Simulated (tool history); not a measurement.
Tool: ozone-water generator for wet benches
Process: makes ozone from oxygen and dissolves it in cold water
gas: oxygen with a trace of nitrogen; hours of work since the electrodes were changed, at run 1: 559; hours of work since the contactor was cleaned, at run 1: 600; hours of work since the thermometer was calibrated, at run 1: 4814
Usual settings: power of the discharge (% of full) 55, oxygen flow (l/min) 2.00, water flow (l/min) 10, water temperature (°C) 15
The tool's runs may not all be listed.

run	hour	power of the discharge (% of full)	oxygen flow (l/min)	water flow (l/min)	water temperature (°C)	hours of work since the electrodes were changed	hours of work since the contactor was cleaned	hours of work since the thermometer was calibrated	dissolved ozone (ppm)	ozone in the gas ahead of the water (g/m3)
1	0.0	55	2.00	10	15	559	600	4814	19.3	227.9
2	37.7	55	2.00	10	15	582	623	4837	19.2	229.7
3	66.9	55	2.00	10	15	600	641	4854	19.3	227.2
4	92.4	55	2.00	10	15	615	656	4870	19.3	227.1
5	120.1	55	2.00	10	7	632	673	4887	20.9	226.2
6	170.1	55	2.00	10	7	663	704	4917	20.8	226.9
7	211.6	55	2.00	10	7	688	729	4943	20.9	225.5
8	246.0	55	2.00	10	15	709	750	4964	19.0	226.2
9	276.5	55	2.00	8	15	728	769	4982	22.4	230.5
10	320.0	55	2.00	8	15	754	795	5009	22.8	225.7
11	363.2	55	2.00	8	15	781	821	5035	22.7	226.4
# hour 370.9: contactor cleaned
# hour 407.6: water thermometer calibrated
12	415.9	46	2.00	8	15	810	27	5	20.2	204.4
13	440.4	46	2.00	9	12	825	42	20	19.1	201.8
14	469.6	46	2.00	9	12	843	60	38	19.0	202.5
15	502.3	46	2.00	9	12	863	80	58	19.0	203.7
# hour 541.1: contactor cleaned, once more
16	547.8	89	2.00	9	19	888	4	83	26.9	304.4
17	589.4	89	1.38	10	19	913	29	108	24.3	374.3
18	625.1	89	2.09	10	19	935	51	130	24.9	296.1
19	668.7	89	2.09	10	19	962	78	157	24.9	295.9

Forecast each of these 3 alternatives for the next run:
A	709.6	55	2.00	8	15	987	103	182	?	?
B	709.6	55	1.46	13	9	987	103	182	?	?
C	709.6	65	1.97	10	10	987	103	182	?	?

run	dissolved ozone (ppm)	ozone in the gas ahead of the water (g/m3)
A	22.8	225.8
B	15.5	270.6
C	22.8	253.8
Without the tool's hidden state the same runs would have given:
run	dissolved ozone (ppm)	ozone in the gas ahead of the water (g/m3)
A	23.3	230.4
B	15.9	276.2
C	23.4	259.7

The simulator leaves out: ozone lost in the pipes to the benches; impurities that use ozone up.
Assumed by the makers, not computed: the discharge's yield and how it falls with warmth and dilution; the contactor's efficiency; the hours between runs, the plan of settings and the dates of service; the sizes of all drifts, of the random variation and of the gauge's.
